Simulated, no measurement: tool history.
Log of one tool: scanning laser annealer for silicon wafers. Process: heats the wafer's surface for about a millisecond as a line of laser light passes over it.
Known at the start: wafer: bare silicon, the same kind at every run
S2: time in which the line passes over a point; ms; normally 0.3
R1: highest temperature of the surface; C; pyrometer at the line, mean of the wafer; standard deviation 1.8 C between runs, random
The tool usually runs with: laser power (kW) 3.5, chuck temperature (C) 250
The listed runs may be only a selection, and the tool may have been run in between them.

{"run": 1, "hour": 0.0, "laser power (kW)": 3.5, "S2": 0.3, "chuck temperature (C)": 250, "R1": 958}
{"run": 2, "hour": 54.5, "laser power (kW)": 3.5, "S2": 0.3, "chuck temperature (C)": 250, "R1": 954}
{"run": 3, "hour": 113.4, "laser power (kW)": 3.492, "S2": 0.3, "chuck temperature (C)": 250, "R1": 949}
{"run": 4, "hour": 159.8, "laser power (kW)": 3.492, "S2": 0.3, "chuck temperature (C)": 250, "R1": 945}
{"run": 5, "hour": 224.9, "laser power (kW)": 3.492, "S2": 0.3, "chuck temperature (C)": 250, "R1": 946}
{"run": 6, "hour": 296.9, "laser power (kW)": 3.5, "S2": 0.227, "chuck temperature (C)": 250, "R1": 854}
{"run": 7, "hour": 344.9, "laser power (kW)": 3.5, "S2": 0.227, "chuck temperature (C)": 250, "R1": 853}
{"run": 8, "hour": 381.5, "laser power (kW)": 3.5, "S2": 0.227, "chuck temperature (C)": 250, "R1": 851}
{"run": 9, "hour": 419.8, "laser power (kW)": 3.5, "S2": 0.227, "chuck temperature (C)": 250, "R1": 848}
{"run": 10, "hour": 482.9, "laser power (kW)": 3.5, "S2": 0.227, "chuck temperature (C)": 250, "R1": 848}
{"run": 11, "hour": 539.1, "laser power (kW)": 3.5, "S2": 0.3, "chuck temperature (C)": 266, "R1": 947}
{"run": 12, "hour": 602.1, "laser power (kW)": 3.022, "S2": 0.3, "chuck temperature (C)": 250, "R1": 825}
{"hour": 627.3, "done": "window over the wafer cleaned"}
{"run": 13, "hour": 641.4, "laser power (kW)": 3.5, "S2": 0.3, "chuck temperature (C)": 250, "R1": 956}
{"run": 14, "hour": 712.7, "laser power (kW)": 3.5, "S2": 0.3, "chuck temperature (C)": 250, "R1": 953}
{"run": 15, "hour": 771.4, "laser power (kW)": 3.5, "S2": 0.3, "chuck temperature (C)": 250, "R1": 950}
{"run": 16, "hour": 815.4, "laser power (kW)": 3.5, "S2": 0.288, "chuck temperature (C)": 250, "R1": 934}
{"run": 17, "hour": 855.3, "laser power (kW)": 3.589, "S2": 0.3, "chuck temperature (C)": 250, "R1": 965}
{"run": 18, "hour": 927.6, "laser power (kW)": 3.589, "S2": 0.3, "chuck temperature (C)": 250, "R1": 961}
{"run": 19, "hour": 984.0, "laser power (kW)": 3.009, "S2": 0.3, "chuck temperature (C)": 236, "R1": 817}
{"run": 20, "hour": 1020.0, "laser power (kW)": 3.821, "S2": 0.223, "chuck temperature (C)": 275, "R1": 934}
{"run": 21, "hour": 1060.8, "laser power (kW)": 3.7, "S2": 0.22, "chuck temperature (C)": 233, "R1": 861}
{"run": 22, "hour": 1098.5, "laser power (kW)": 3.838, "S2": 0.264, "chuck temperature (C)": 233, "R1": 947}
{"run": 23, "hour": 1145.7, "laser power (kW)": 3.081, "S2": 0.3, "chuck temperature (C)": 260, "R1": 849}
{"run": 24, "hour": 1206.2, "laser power (kW)": 3.081, "S2": 0.3, "chuck temperature (C)": 260, "R1": 848}
{"hour": 1249.2, "done": "window over the wafer cleaned"}
{"run": 25, "hour": 1254.9, "laser power (kW)": 3.081, "S2": 0.271, "chuck temperature (C)": 274, "R1": 852}
{"run": 26, "hour": 1317.4, "laser power (kW)": 3.081, "S2": 0.271, "chuck temperature (C)": 274, "R1": 849}
{"run": 27, "hour": 1374.7, "laser power (kW)": 3.081, "S2": 0.271, "chuck temperature (C)": 274, "R1": 849}
{"run": 28, "hour": 1455.6, "laser power (kW)": 3.182, "S2": 0.34, "chuck temperature (C)": 277, "R1": 939}
{"run": 29, "hour": 1498.9, "laser power (kW)": 3.182, "S2": 0.34, "chuck temperature (C)": 277, "R1": 934}
{"hour": 1547.4, "done": "optics aligned, line set to its width"}
{"run": 30, "hour": 1564.2, "laser power (kW)": 3.182, "S2": 0.34, "chuck temperature (C)": 277, "R1": 939}
{"run": 31, "hour": 1625.0, "laser power (kW)": 3.182, "S2": 0.34, "chuck temperature (C)": 277, "R1": 940}

Here are 3 independent what-if runs from the current tool condition. What would each one return?
{"run": "A", "hour": 1679.7, "laser power (kW)": 3.182, "S2": 0.255, "chuck temperature (C)": 277, "R1": "?"}
{"run": "B", "hour": 1679.7, "laser power (kW)": 3.816, "S2": 0.34, "chuck temperature (C)": 268, "R1": "?"}
{"run": "C", "hour": 1679.7, "laser power (kW)": 3.5, "S2": 0.3, "chuck temperature (C)": 240, "R1": "?"}

run=A R1=851
run=B R1=1080
run=C R1=930
What these runs would have given with no unlogged condition in the tool:
run=A R1=868
run=B R1=1104
run=C R1=950
